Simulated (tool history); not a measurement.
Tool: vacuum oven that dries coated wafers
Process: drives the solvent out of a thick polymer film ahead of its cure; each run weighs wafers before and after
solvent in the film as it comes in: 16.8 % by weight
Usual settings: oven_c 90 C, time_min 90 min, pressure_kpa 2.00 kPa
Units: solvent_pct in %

{"run": 1, "hour": 0.0, "oven_c": 90, "time_min": 90, "pressure_kpa": 2.0, "solvent_pct": 3.16}
{"run": 2, "hour": 36.5, "oven_c": 101, "time_min": 90, "pressure_kpa": 2.0, "solvent_pct": 0.84}
{"run": 3, "hour": 84.0, "oven_c": 101, "time_min": 90, "pressure_kpa": 2.0, "solvent_pct": 0.82}
{"run": 4, "hour": 129.7, "oven_c": 101, "time_min": 90, "pressure_kpa": 2.0, "solvent_pct": 0.87}
{"run": 5, "hour": 156.5, "oven_c": 88, "time_min": 90, "pressure_kpa": 2.0, "solvent_pct": 3.89}
{"run": 6, "hour": 182.1, "oven_c": 88, "time_min": 90, "pressure_kpa": 2.0, "solvent_pct": 3.85}
{"run": 7, "hour": 222.4, "oven_c": 90, "time_min": 71, "pressure_kpa": 2.0, "solvent_pct": 4.28}
{"run": 8, "hour": 261.8, "oven_c": 90, "time_min": 71, "pressure_kpa": 2.0, "solvent_pct": 4.33}
{"run": 9, "hour": 306.0, "oven_c": 90, "time_min": 90, "pressure_kpa": 2.0, "solvent_pct": 3.25}
{"run": 10, "hour": 326.2, "oven_c": 90, "time_min": 90, "pressure_kpa": 2.0, "solvent_pct": 3.3}
{"run": 11, "hour": 365.4, "oven_c": 90, "time_min": 90, "pressure_kpa": 2.0, "solvent_pct": 3.27}
{"run": 12, "hour": 388.9, "oven_c": 90, "time_min": 90, "pressure_kpa": 2.0, "solvent_pct": 3.28}
{"run": 13, "hour": 426.6, "oven_c": 90, "time_min": 90, "pressure_kpa": 2.0, "solvent_pct": 3.28}
{"run": 14, "hour": 475.3, "oven_c": 90, "time_min": 48, "pressure_kpa": 2.0, "solvent_pct": 6.19}
{"run": 15, "hour": 523.6, "oven_c": 90, "time_min": 48, "pressure_kpa": 6.47, "solvent_pct": 6.98}
{"run": 16, "hour": 557.5, "oven_c": 90, "time_min": 48, "pressure_kpa": 6.47, "solvent_pct": 6.98}
{"run": 17, "hour": 599.2, "oven_c": 90, "time_min": 90, "pressure_kpa": 3.02, "solvent_pct": 3.56}
{"run": 18, "hour": 641.0, "oven_c": 90, "time_min": 47, "pressure_kpa": 2.0, "solvent_pct": 6.43}
{"run": 19, "hour": 677.5, "oven_c": 90, "time_min": 47, "pressure_kpa": 2.0, "solvent_pct": 6.49}
{"run": 20, "hour": 717.3, "oven_c": 90, "time_min": 47, "pressure_kpa": 2.0, "solvent_pct": 6.42}
{"run": 21, "hour": 747.1, "oven_c": 92, "time_min": 90, "pressure_kpa": 2.0, "solvent_pct": 2.78}
{"run": 22, "hour": 792.8, "oven_c": 90, "time_min": 90, "pressure_kpa": 2.0, "solvent_pct": 3.44}
{"run": 23, "hour": 817.8, "oven_c": 90, "time_min": 90, "pressure_kpa": 2.0, "solvent_pct": 3.4}
{"run": 24, "hour": 864.1, "oven_c": 77, "time_min": 59, "pressure_kpa": 2.37, "solvent_pct": 9.7}
{"run": 25, "hour": 884.8, "oven_c": 77, "time_min": 59, "pressure_kpa": 2.37, "solvent_pct": 9.6}
{"run": 26, "hour": 926.8, "oven_c": 77, "time_min": 59, "pressure_kpa": 2.37, "solvent_pct": 9.64}
{"run": 27, "hour": 953.5, "oven_c": 77, "time_min": 59, "pressure_kpa": 2.37, "solvent_pct": 9.65}
{"run": 28, "hour": 987.1, "oven_c": 77, "time_min": 59, "pressure_kpa": 2.37, "solvent_pct": 9.64}
{"run": 29, "hour": 1018.3, "oven_c": 82, "time_min": 90, "pressure_kpa": 3.49, "solvent_pct": 6.55}
{"run": 30, "hour": 1061.1, "oven_c": 82, "time_min": 90, "pressure_kpa": 3.49, "solvent_pct": 6.61}
{"run": 31, "hour": 1095.7, "oven_c": 103, "time_min": 100, "pressure_kpa": 2.51, "solvent_pct": 0.7}
{"run": 32, "hour": 1130.7, "oven_c": 103, "time_min": 100, "pressure_kpa": 2.51, "solvent_pct": 0.72}
{"run": 33, "hour": 1156.4, "oven_c": 87, "time_min": 101, "pressure_kpa": 5.05, "solvent_pct": 4.64}
{"run": 34, "hour": 1203.7, "oven_c": 84, "time_min": 81, "pressure_kpa": 2.0, "solvent_pct": 6.04}
{"run": 35, "hour": 1237.2, "oven_c": 84, "time_min": 81, "pressure_kpa": 2.0, "solvent_pct": 6.11}
{"run": 36, "hour": 1284.9, "oven_c": 88, "time_min": 67, "pressure_kpa": 2.0, "solvent_pct": 5.59}
{"hour": 1297.5, "done": "oven's thermocouples calibrated"}
{"run": 37, "hour": 1314.0, "oven_c": 88, "time_min": 67, "pressure_kpa": 2.0, "solvent_pct": 5.29}
{"run": 38, "hour": 1341.6, "oven_c": 89, "time_min": 76, "pressure_kpa": 2.67, "solvent_pct": 4.45}
{"run": 39, "hour": 1372.2, "oven_c": 77, "time_min": 111, "pressure_kpa": 1.48, "solvent_pct": 6.65}
{"run": 40, "hour": 1402.2, "oven_c": 81, "time_min": 90, "pressure_kpa": 3.34, "solvent_pct": 6.6}
{"run": 41, "hour": 1440.6, "oven_c": 78, "time_min": 75, "pressure_kpa": 2.32, "solvent_pct": 8.18}
{"run": 42, "hour": 1489.4, "oven_c": 103, "time_min": 78, "pressure_kpa": 2.0, "solvent_pct": 0.91}
{"run": 43, "hour": 1518.7, "oven_c": 87, "time_min": 134, "pressure_kpa": 2.0, "solvent_pct": 2.57}
{"run": 44, "hour": 1549.9, "oven_c": 87, "time_min": 134, "pressure_kpa": 2.0, "solvent_pct": 2.59}
{"run": 45, "hour": 1583.8, "oven_c": 87, "time_min": 134, "pressure_kpa": 2.0, "solvent_pct": 2.66}
{"run": 46, "hour": 1618.9, "oven_c": 78, "time_min": 90, "pressure_kpa": 2.36, "solvent_pct": 7.53}

5 ways to go on from here, each from the tool as it stands after run 46. What would each give?
{"run": "A", "hour": 1642.8, "oven_c": 90, "time_min": 90, "pressure_kpa": 1.12, "solvent_pct": "?"}
{"run": "B", "hour": 1642.8, "oven_c": 90, "time_min": 48, "pressure_kpa": 1.91, "solvent_pct": "?"}
{"run": "C", "hour": 1642.8, "oven_c": 78, "time_min": 90, "pressure_kpa": 2.62, "solvent_pct": "?"}
{"run": "D", "hour": 1642.8, "oven_c": 90, "time_min": 123, "pressure_kpa": 2.0, "solvent_pct": "?"}
{"run": "E", "hour": 1642.8, "oven_c": 101, "time_min": 49, "pressure_kpa": 4.33, "solvent_pct": "?"}

run=A solvent_pct=3.14
run=B solvent_pct=6.28
run=C solvent_pct=7.56
run=D solvent_pct=2.10
run=E solvent_pct=3.02
Without the tool's hidden state the same runs would have given:
run=A solvent_pct=3.01
run=B solvent_pct=6.16
run=C solvent_pct=7.41
run=D solvent_pct=1.96
run=E solvent_pct=2.92

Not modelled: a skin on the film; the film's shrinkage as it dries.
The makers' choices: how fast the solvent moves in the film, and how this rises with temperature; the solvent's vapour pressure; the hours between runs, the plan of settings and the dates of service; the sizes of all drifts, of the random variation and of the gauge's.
